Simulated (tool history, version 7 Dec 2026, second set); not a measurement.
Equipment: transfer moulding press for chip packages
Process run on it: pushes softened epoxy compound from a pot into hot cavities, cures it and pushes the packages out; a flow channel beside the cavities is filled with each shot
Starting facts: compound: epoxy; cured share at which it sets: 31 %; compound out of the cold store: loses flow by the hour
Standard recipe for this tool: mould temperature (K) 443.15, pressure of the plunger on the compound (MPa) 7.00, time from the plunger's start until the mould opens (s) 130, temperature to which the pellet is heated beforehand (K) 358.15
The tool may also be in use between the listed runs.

run	hour	mould temperature (K)	pressure of the plunger on the compound (MPa)	time from the plunger's start until the mould opens (s)	temperature to which the pellet is heated beforehand (K)	incoming compound's hours out of the cold store	length that the compound runs in the flow channel (mm)	greatest force on the pins that push the packages out (N)
1	0.0	443.15	7.00	130	358.15	8.7	791	512
2	25.0	443.15	7.00	130	358.15	43.2	630	519
# hour 45.9: cavities cleaned with cleaning compound and waxed
3	70.1	443.15	7.00	130	358.15	31.7	676	491
4	103.7	443.15	7.00	130	358.15	31.0	673	552
# hour 114.7: cavities cleaned with cleaning compound and waxed
5	151.3	443.15	7.00	130	358.15	23.7	708	520
# hour 176.2: plunger's sealing rings changed
6	176.2	443.15	7.00	130	358.15	16.9	789	560
# hour 185.6: cavities cleaned with cleaning compound and waxed
7	209.4	443.15	7.00	130	358.15	44.0	662	499
8	233.5	443.15	6.70	130	358.15	28.8	709	537
# hour 254.4: cavities cleaned with cleaning compound and waxed
9	276.0	443.15	6.70	130	358.15	38.3	667	476
# hour 322.9: cavities cleaned with cleaning compound and waxed
10	323.5	443.15	6.70	130	358.15	33.1	688	423
11	359.7	443.15	6.20	130	358.15	26.1	694	511
# hour 389.4: cavities cleaned with cleaning compound and waxed
12	409.1	443.15	7.00	130	368.15	13.2	794	507
# hour 424.5: mould's thermocouples calibrated
# hour 458.9: cavities cleaned with cleaning compound and waxed
13	458.9	443.15	7.00	130	368.15	41.7	652	422
14	490.7	443.15	7.00	130	358.15	33.8	687	490
# hour 527.7: cavities cleaned with cleaning compound and waxed
15	541.1	443.15	7.00	130	358.15	25.0	726	465
16	588.4	443.15	7.00	143	358.15	43.9	635	513
# hour 595.4: cavities cleaned with cleaning compound and waxed
17	628.8	443.15	7.00	130	358.15	39.1	652	503
# hour 662.5: cavities cleaned with cleaning compound and waxed
18	672.9	443.15	7.00	130	358.15	10.5	787	479
19	721.7	448.15	7.94	165	363.15	29.0	722	473
# hour 730.7: cavities cleaned with cleaning compound and waxed
20	757.3	435.15	7.94	131	350.15	17.5	815	846
# hour 800.1: cavities cleaned with cleaning compound and waxed
21	807.8	435.15	7.94	131	350.15	16.4	811	773
# hour 825.1: plunger's sealing rings changed
22	854.7	438.15	7.00	130	362.15	46.0	660	672
# hour 870.4: cavities cleaned with cleaning compound and waxed
23	886.2	438.15	6.48	130	362.15	16.6	770	645
24	910.6	438.15	6.48	130	362.15	32.8	692	688
# hour 938.2: cavities cleaned with cleaning compound and waxed
25	942.9	438.15	6.48	130	362.15	21.0	743	603
# hour 970.9: mould's thermocouples calibrated
26	973.2	438.15	5.83	130	361.15	26.7	677	666
# hour 1007.1: cavities cleaned with cleaning compound and waxed
27	1021.9	442.15	6.99	130	361.15	15.0	785	507
28	1045.4	439.15	7.00	130	363.15	24.5	746	645

Forecast each of these 3 alternatives for the next run:
A	1067.3	439.15	7.06	130	361.15	40.9	?	?
B	1067.3	441.15	7.00	118	362.15	27.8	?	?
C	1067.3	443.15	7.00	144	358.15	26.0	?	?

run	length that the compound runs in the flow channel (mm)	greatest force on the pins that push the packages out (N)
A	670	670
B	720	709
C	724	508
The same runs, with their run-to-run variation unchanged, on a tool lacking any hidden condition would have given:
run	length that the compound runs in the flow channel (mm)	greatest force on the pins that push the packages out (N)
A	687	501
B	738	529
C	742	383
